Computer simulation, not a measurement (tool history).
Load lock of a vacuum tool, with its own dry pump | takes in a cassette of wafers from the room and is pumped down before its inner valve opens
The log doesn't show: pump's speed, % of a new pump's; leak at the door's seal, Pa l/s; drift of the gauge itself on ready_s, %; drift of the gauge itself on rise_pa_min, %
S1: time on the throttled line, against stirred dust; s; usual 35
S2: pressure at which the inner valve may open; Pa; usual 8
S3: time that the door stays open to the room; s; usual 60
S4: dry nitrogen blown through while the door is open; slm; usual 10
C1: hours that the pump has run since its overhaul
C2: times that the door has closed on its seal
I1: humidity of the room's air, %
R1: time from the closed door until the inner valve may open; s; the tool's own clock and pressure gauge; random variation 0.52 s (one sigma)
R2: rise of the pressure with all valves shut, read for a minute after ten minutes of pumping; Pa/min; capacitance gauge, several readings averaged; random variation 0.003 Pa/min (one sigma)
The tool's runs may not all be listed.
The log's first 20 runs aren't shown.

Run 21, hour 10023.4: usual settings but S1 67 s, S4 8 slm; C1 17884; C2 5986; I1 46.7. Result: R1 98.8 s, R2 0.064 Pa/min.
Run 22, hour 10414.3: usual settings but S1 28 s, S4 45 slm; C1 18275; C2 7138; I1 43.1. Result: R1 71.8 s, R2 0.048 Pa/min.
Run 23, hour 10733.9: usual settings but S1 23 s, S2 12 Pa, S4 32 slm; C1 18594; C2 8080; I1 47.0. Result: R1 65.8 s, R2 0.065 Pa/min.
Run 24, hour 11377.3: usual settings but S1 27 s, S3 35 s, S4 41 slm; C1 19238; C2 9976; I1 46.9. Result: R1 71.2 s, R2 0.062 Pa/min.
Run 25, hour 11674.4: usual settings but S1 27 s, S3 35 s, S4 41 slm; C1 19535; C2 10852; I1 46.0. Result: R1 71.1 s, R2 0.069 Pa/min.
Run 26, hour 12104.4: usual settings but S4 7 slm; C1 19965; C2 12119; I1 47.1. Result: R1 76.6 s, R2 0.100 Pa/min.
Run 27, hour 12456.9: usual settings but S1 22 s; C1 20317; C2 13158; I1 46.4. Result: R1 68.1 s, R2 0.102 Pa/min.
Run 28, hour 13062.7: usual settings but S2 15 Pa, S4 5 slm; C1 20923; C2 14943; I1 44.3. Result: R1 74.5 s, R2 0.125 Pa/min.
Run 29, hour 13497.8: usual settings but S2 15 Pa, S4 5 slm; C1 21358; C2 16225; I1 46.9. Result: R1 74.4 s, R2 0.139 Pa/min.
Run 30, hour 13884.0: usual settings but S2 15 Pa, S4 5 slm; C1 21744; C2 17363; I1 42.7. Result: R1 74.7 s, R2 0.150 Pa/min.

Forecast each of these 4 alternatives for the next run:
At hour 13921.1: dry pump taken out, an overhauled one fitted.
Run A, hour 14253.5: usual settings but S2 7 Pa, S3 34 s, S4 5 slm; C1 332; C2 18434; I1 46.3. Result: R1 ?, R2 ?.
At hour 13921.1: dry pump taken out, an overhauled one fitted.
Run B, hour 14253.5: usual settings but S1 68 s, S2 6 Pa, S3 47 s, S4 5 slm; C1 332; C2 18434; I1 45.6. Result: R1 ?, R2 ?.
At hour 13921.1: dry pump taken out, an overhauled one fitted.
Run C, hour 14253.5: usual settings but S4 27 slm; C1 332; C2 18434; I1 44.2. Result: R1 ?, R2 ?.
At hour 13921.1: dry pump taken out, an overhauled one fitted.
Run D, hour 14253.5: usual settings but S1 39 s, S3 34 s, S4 25 slm; C1 332; C2 18434; I1 42.9. Result: R1 ?, R2 ?.

run    R1     R2
  A  70.5  0.150
  B  94.6  0.159
  C  69.9  0.149
  D  73.2  0.135
Without the tool's hidden state the same runs would have given:
run    R1     R2
  A  70.5  0.027
  B  94.6  0.036
  C  69.9  0.026
  D  73.2  0.014
